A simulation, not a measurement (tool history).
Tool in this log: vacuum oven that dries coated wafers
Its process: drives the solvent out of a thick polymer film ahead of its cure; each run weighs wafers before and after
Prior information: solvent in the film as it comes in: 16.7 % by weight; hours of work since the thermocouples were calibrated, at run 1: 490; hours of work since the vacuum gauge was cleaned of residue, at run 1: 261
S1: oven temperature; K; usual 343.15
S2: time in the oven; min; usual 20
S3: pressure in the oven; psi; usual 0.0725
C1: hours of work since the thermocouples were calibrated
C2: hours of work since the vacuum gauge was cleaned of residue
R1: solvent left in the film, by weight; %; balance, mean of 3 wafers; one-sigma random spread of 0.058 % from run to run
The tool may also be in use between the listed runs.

run   hour      S1  S2      S3   C1   C2    R1
  1    0.0  343.15  20  0.0725  490  261  3.22
  2   22.1  343.15  20  0.0725  500  270  3.17
  3   39.8  343.15  20  0.0725  508  278  3.16
  4   57.1  345.15  20  0.0725  515  286  2.53
  5   76.7  343.15  20  0.0725  524  294  3.23
  6   98.8  343.15  20  0.0725  533  304  3.26
  7  120.4  343.15  20  0.0725  543  314  3.27
  8  137.3  343.15  20  0.0725  550  321  3.31
  9  147.5  343.15  20  0.0725  555  326  3.25
 10  157.4  343.15  20  0.0725  559  330  3.15
 11  170.9  343.15  20  0.0725  565  336  3.26
 12  186.2  343.15  20  0.0725  572  343  3.23
 13  205.3  343.15  20  0.0725  580  351  3.16
 14  221.1  343.15  20  0.0409  587  358  3.22
 15  242.8  353.15  20  0.0725  597  368  0.70
 16  254.8  343.15  20  0.1349  602  373  3.45
 17  269.1  343.15  20  0.1349  609  379  3.42
 18  291.1  343.15  20  0.1198  618  389  3.43
 19  301.6  343.15  21  0.1713  623  394  3.33
 20  320.1  343.15  12  0.0725  631  402  5.72
 21  331.5  341.15  20  0.0400  636  407  4.04
 22  354.4  343.15  12  0.0596  646  417  5.82
     368.5  -- oven's thermocouples calibrated
 23  373.4  353.15  22  0.0502    2  424  0.43
 24  392.9  330.15  20  0.0725   11  433  7.81
 25  415.4  345.15  34  0.1424   21  443  0.96
 26  436.5  343.15  26  0.1709   30  452  2.17
 27  454.4  341.15  12  0.0770   38  460  6.23
 28  467.1  341.15  12  0.1189   43  466  6.26
 29  484.1  341.15  12  0.1189   51  473  6.34
 30  504.1  343.15  20  0.2869   60  482  3.37
 31  518.6  343.15  20  0.2869   66  488  3.47
 32  537.5  330.15  13  0.1120   74  497  9.61

Run 33 has not been measured yet. What should we expect?
 33  551.1  331.15  26  0.1553  80  503   ?

R1: 6.77 %
Minus the tool's unlogged condition, the same run would have read R1 6.60 %.

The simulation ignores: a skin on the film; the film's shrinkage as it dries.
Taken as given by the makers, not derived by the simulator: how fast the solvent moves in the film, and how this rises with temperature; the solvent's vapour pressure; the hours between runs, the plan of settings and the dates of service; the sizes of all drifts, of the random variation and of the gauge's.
